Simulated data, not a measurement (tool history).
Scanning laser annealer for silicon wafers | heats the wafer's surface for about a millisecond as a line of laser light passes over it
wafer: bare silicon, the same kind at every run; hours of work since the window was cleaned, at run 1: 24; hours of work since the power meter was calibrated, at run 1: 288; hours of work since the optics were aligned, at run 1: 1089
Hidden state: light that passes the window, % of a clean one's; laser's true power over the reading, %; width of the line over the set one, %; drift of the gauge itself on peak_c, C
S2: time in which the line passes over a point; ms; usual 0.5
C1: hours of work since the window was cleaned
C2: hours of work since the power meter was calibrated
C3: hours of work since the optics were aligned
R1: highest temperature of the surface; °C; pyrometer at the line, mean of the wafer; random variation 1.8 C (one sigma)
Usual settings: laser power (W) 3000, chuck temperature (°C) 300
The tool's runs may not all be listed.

run 1 day=0 | laser_power_(W)=3000 S2=0.5 chuck_temperature_(°C)=300 | C1=24 C2=288 C3=1089 | R1=1020
run 2 day=1.262 | laser_power_(W)=3000 S2=0.5 chuck_temperature_(°C)=300 | C1=40 C2=304 C3=1105 | R1=1020
run 3 day=2.55 | laser_power_(W)=2568 S2=0.5 chuck_temperature_(°C)=300 | C1=57 C2=320 C3=1122 | R1=901
run 4 day=3.175 | laser_power_(W)=2568 S2=0.5 chuck_temperature_(°C)=300 | C1=64 C2=328 C3=1129 | R1=901
run 5 day=4.279 | laser_power_(W)=2568 S2=0.5 chuck_temperature_(°C)=300 | C1=78 C2=342 C3=1143 | R1=898
run 6 day=5.483 | laser_power_(W)=3095 S2=0.5 chuck_temperature_(°C)=300 | C1=94 C2=357 C3=1159 | R1=1044
run 7 day=6.671 | laser_power_(W)=3000 S2=0.5 chuck_temperature_(°C)=300 | C1=109 C2=372 C3=1174 | R1=1020
run 8 day=7.646 | laser_power_(W)=3000 S2=0.5 chuck_temperature_(°C)=300 | C1=121 C2=385 C3=1186 | R1=1014
run 9 day=8.392 | laser_power_(W)=3000 S2=0.5 chuck_temperature_(°C)=300 | C1=130 C2=394 C3=1195 | R1=1019
run 10 day=9.321 | laser_power_(W)=3000 S2=0.5 chuck_temperature_(°C)=300 | C1=142 C2=406 C3=1207 | R1=1011
run 11 day=10.029 | laser_power_(W)=3000 S2=0.5 chuck_temperature_(°C)=300 | C1=151 C2=415 C3=1216 | R1=1013
run 12 day=10.95 | laser_power_(W)=3000 S2=0.5 chuck_temperature_(°C)=300 | C1=163 C2=426 C3=1228 | R1=1011
run 13 day=12.096 | laser_power_(W)=3000 S2=0.5 chuck_temperature_(°C)=300 | C1=177 C2=441 C3=1242 | R1=1011
run 14 day=13 | laser_power_(W)=3211 S2=0.5 chuck_temperature_(°C)=300 | C1=188 C2=452 C3=1253 | R1=1067
run 15 day=13.604 | laser_power_(W)=3211 S2=0.5 chuck_temperature_(°C)=300 | C1=196 C2=460 C3=1261 | R1=1068
run 16 day=14.242 | laser_power_(W)=3000 S2=0.5 chuck_temperature_(°C)=300 | C1=204 C2=468 C3=1269 | R1=1008
run 17 day=15.546 | laser_power_(W)=3000 S2=0.5 chuck_temperature_(°C)=300 | C1=220 C2=484 C3=1285 | R1=1010
run 18 day=16.138 | laser_power_(W)=3000 S2=0.5 chuck_temperature_(°C)=300 | C1=228 C2=492 C3=1293 | R1=1009
run 19 day=16.979 | laser_power_(W)=3000 S2=0.5 chuck_temperature_(°C)=300 | C1=239 C2=502 C3=1304 | R1=1009
run 20 day=18.088 | laser_power_(W)=3000 S2=0.5 chuck_temperature_(°C)=300 | C1=253 C2=516 C3=1318 | R1=1008
run 21 day=18.854 | laser_power_(W)=3000 S2=0.5 chuck_temperature_(°C)=300 | C1=262 C2=526 C3=1327 | R1=1006
-- day=18.996 window over the wafer cleaned
run 22 day=20.067 | laser_power_(W)=3050 S2=0.5 chuck_temperature_(°C)=300 | C1=14 C2=540 C3=1341 | R1=1013
run 23 day=21.142 | laser_power_(W)=3243 S2=0.445 chuck_temperature_(°C)=291 | C1=27 C2=554 C3=1355 | R1=1004
run 24 day=21.762 | laser_power_(W)=2747 S2=0.602 chuck_temperature_(°C)=333 | C1=35 C2=562 C3=1363 | R1=1031
run 25 day=22.433 | laser_power_(W)=3084 S2=0.528 chuck_temperature_(°C)=333 | C1=43 C2=570 C3=1371 | R1=1076
-- day=23.075 window over the wafer cleaned, once more
run 26 day=23.446 | laser_power_(W)=3000 S2=0.542 chuck_temperature_(°C)=300 | C1=5 C2=582 C3=1383 | R1=1056
run 27 day=24.112 | laser_power_(W)=3000 S2=0.548 chuck_temperature_(°C)=300 | C1=13 C2=590 C3=1391 | R1=1058
run 28 day=24.979 | laser_power_(W)=3272 S2=0.379 chuck_temperature_(°C)=317 | C1=24 C2=601 C3=1402 | R1=998
run 29 day=25.858 | laser_power_(W)=3272 S2=0.379 chuck_temperature_(°C)=317 | C1=35 C2=612 C3=1413 | R1=998
run 30 day=26.975 | laser_power_(W)=3000 S2=0.486 chuck_temperature_(°C)=283 | C1=49 C2=626 C3=1428 | R1=989
run 31 day=27.767 | laser_power_(W)=3000 S2=0.486 chuck_temperature_(°C)=283 | C1=59 C2=636 C3=1438 | R1=990
run 32 day=28.433 | laser_power_(W)=3000 S2=0.486 chuck_temperature_(°C)=283 | C1=68 C2=645 C3=1446 | R1=988
run 33 day=29.496 | laser_power_(W)=2713 S2=0.373 chuck_temperature_(°C)=283 | C1=81 C2=658 C3=1459 | R1=820
run 34 day=30.425 | laser_power_(W)=2960 S2=0.614 chuck_temperature_(°C)=267 | C1=93 C2=670 C3=1471 | R1=1057
run 35 day=31.254 | laser_power_(W)=2960 S2=0.614 chuck_temperature_(°C)=267 | C1=103 C2=680 C3=1482 | R1=1057
run 36 day=32.371 | laser_power_(W)=2960 S2=0.614 chuck_temperature_(°C)=267 | C1=117 C2=694 C3=1496 | R1=1056
run 37 day=33.571 | laser_power_(W)=3218 S2=0.383 chuck_temperature_(°C)=300 | C1=132 C2=710 C3=1511 | R1=963
run 38 day=34.383 | laser_power_(W)=3218 S2=0.377 chuck_temperature_(°C)=319 | C1=143 C2=720 C3=1521 | R1=977
run 39 day=35.292 | laser_power_(W)=3218 S2=0.377 chuck_temperature_(°C)=319 | C1=154 C2=731 C3=1532 | R1=975
run 40 day=36.162 | laser_power_(W)=3176 S2=0.377 chuck_temperature_(°C)=329 | C1=165 C2=742 C3=1543 | R1=975

Forecast each of these 3 alternatives for the next run:
run A day=37.017 | laser_power_(W)=3300 S2=0.5 chuck_temperature_(°C)=322 | C1=176 C2=753 C3=1554 | R1=?
run B day=37.017 | laser_power_(W)=2702 S2=0.377 chuck_temperature_(°C)=329 | C1=176 C2=753 C3=1554 | R1=?
run C day=37.017 | laser_power_(W)=3000 S2=0.507 chuck_temperature_(°C)=300 | C1=176 C2=753 C3=1554 | R1=?

run=A R1=1114
run=B R1=864
run=C R1=1012
Without the tool's hidden state the same runs would have given:
run=A R1=1149
run=B R1=888
run=C R1=1044

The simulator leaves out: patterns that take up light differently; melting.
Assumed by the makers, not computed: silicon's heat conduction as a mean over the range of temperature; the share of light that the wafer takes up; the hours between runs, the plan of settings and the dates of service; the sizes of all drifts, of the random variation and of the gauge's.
